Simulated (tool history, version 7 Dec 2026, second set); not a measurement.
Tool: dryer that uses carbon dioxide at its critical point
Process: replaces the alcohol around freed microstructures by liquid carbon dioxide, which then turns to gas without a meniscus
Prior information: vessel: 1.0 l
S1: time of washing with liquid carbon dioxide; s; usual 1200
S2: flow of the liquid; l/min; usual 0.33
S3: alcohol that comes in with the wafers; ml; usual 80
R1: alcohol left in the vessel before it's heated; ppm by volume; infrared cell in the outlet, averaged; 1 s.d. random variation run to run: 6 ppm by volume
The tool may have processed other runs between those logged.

run	day	S1	S2	S3	R1
1	0	1200	0.33	80	352
2	0.346	1200	0.33	80	341
3	0.908	1200	0.33	80	353
4	1.358	1200	0.33	89	393
5	1.683	1200	0.33	80	358
6	1.933	1200	0.33	80	349
7	2.254	1740	0.33	80	77
8	2.667	1740	0.33	80	81
9	3.146	1740	0.2	80	655
10	3.521	1740	0.2	80	685
11	4.042	1200	0.33	80	372
12	4.504	1200	0.33	80	372
13	4.796	1500	0.33	80	141
14	5.371	1500	0.33	80	138
15	5.817	1500	0.33	80	146
16	6.246	1500	0.33	40	96
17	6.688	1200	0.33	80	402
18	6.958	1200	0.33	80	410
19	7.308	1200	0.33	80	397
20	7.646	1200	0.33	80	407
21	8.138	1200	0.33	80	414
22	8.488	1200	0.327	80	426
23	9.05	1800	0.303	66	94
24	9.612	1320	0.41	79	104
25	9.962	1320	0.41	79	108
26	10.279	1380	0.501	53	66
27	10.717	1140	0.398	38	113
28	11.008	900	0.33	21	311
29	11.329	900	0.487	86	193
30	11.833	1740	0.383	46	62
31	12.283	960	0.324	33	399
32	12.696	1200	0.428	80	100
33	13.296	1200	0.517	97	82
34	13.783	1200	0.517	97	70
35	14.129	1200	0.517	97	71
36	14.729	780	0.339	42	938

Not shown here: 1 entry made in the log between runs. Locate each between two listed runs and compare the hidden state at the listed run before it with the hidden state at the listed run after it:
Run 26 -> run 27: inlet filter changed (day 10.633)
  flow that reaches the vessel past the clogged filter, %: 91.6 -> 99.7; alcohol in the recycled carbon dioxide, ppm: 61.6 -> 62.3
  measured value less the no-hidden-state value, R1: +61 -> +59 ppm by volume
